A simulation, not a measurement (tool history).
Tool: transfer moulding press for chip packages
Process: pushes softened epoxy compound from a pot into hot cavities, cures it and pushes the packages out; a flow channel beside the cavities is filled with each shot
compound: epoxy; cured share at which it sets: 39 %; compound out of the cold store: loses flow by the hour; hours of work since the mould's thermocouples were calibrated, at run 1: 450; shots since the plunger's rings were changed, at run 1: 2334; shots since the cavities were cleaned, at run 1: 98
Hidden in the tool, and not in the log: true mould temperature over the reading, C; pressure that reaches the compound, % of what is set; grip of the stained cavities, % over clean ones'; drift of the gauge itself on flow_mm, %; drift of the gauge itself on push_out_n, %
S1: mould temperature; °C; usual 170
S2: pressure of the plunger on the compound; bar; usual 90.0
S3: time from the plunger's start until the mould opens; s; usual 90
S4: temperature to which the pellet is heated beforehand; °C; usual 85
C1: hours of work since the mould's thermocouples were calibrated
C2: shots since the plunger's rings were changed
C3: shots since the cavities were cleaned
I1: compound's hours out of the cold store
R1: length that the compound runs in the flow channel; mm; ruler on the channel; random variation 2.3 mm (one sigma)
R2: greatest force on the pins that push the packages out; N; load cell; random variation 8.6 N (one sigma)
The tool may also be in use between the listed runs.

run,day,S1,S2,S3,S4,C1,C2,C3,I1,R1,R2
1,0.000,170,90.0,90,85,450,2334,98,13.1,512,472
2,1.721,170,90.0,90,85,478,2847,611,12.1,505,642
3,3.288,170,90.0,90,84,504,3314,1078,29.8,482,702
# day 3.567: cavities cleaned with cleaning compound and waxed
4,5.062,170,90.0,90,85,532,3825,446,19.1,499,617
5,6.771,170,97.1,90,85,560,4334,955,45.7,475,681
# day 7.433: cavities cleaned with cleaning compound and waxed
6,8.500,170,97.1,90,77,587,4830,318,12.3,516,561
# day 9.367: plunger's sealing rings changed
7,10.592,163,97.1,90,77,620,364,910,41.8,507,1081
# day 11.392: cavities cleaned with cleaning compound and waxed
8,12.908,163,97.1,90,77,656,1037,453,32.4,517,987
9,14.538,163,97.1,90,77,683,1522,938,47.7,501,1124
# day 15.242: cavities cleaned with cleaning compound and waxed
10,15.675,163,97.1,90,77,701,1843,129,44.7,499,735
11,16.754,174,81.5,90,85,718,2165,451,42.0,447,522
# day 19.133: cavities cleaned with cleaning compound and waxed
12,19.383,174,81.5,90,85,760,2930,75,44.7,437,394
13,20.512,174,81.5,90,85,779,3266,411,32.0,455,496

5 ways to go on from here, each from the tool as it stands after run 13. What would each give?
# day 22.708: mould's thermocouples calibrated
A,22.712,167,90.0,74,85,0,3898,1043,12.7,?,?
# day 22.708: mould's thermocouples calibrated
B,22.712,174,81.5,90,75,0,3898,1043,34.4,?,?
# day 22.708: mould's thermocouples calibrated
C,22.712,170,90.0,90,85,0,3898,1043,13.7,?,?
# day 22.708: mould's thermocouples calibrated
D,22.712,174,82.4,90,85,0,3898,1043,12.2,?,?
# day 22.708: mould's thermocouples calibrated
E,22.712,174,81.5,90,79,0,3898,1043,28.5,?,?

run,R1,R2
A,508,1265
B,448,613
C,503,686
D,479,605
E,454,603
Without the tool's hidden state the same runs would have given:
run,R1,R2
A,525,732
B,462,356
C,520,398
D,495,356
E,469,347
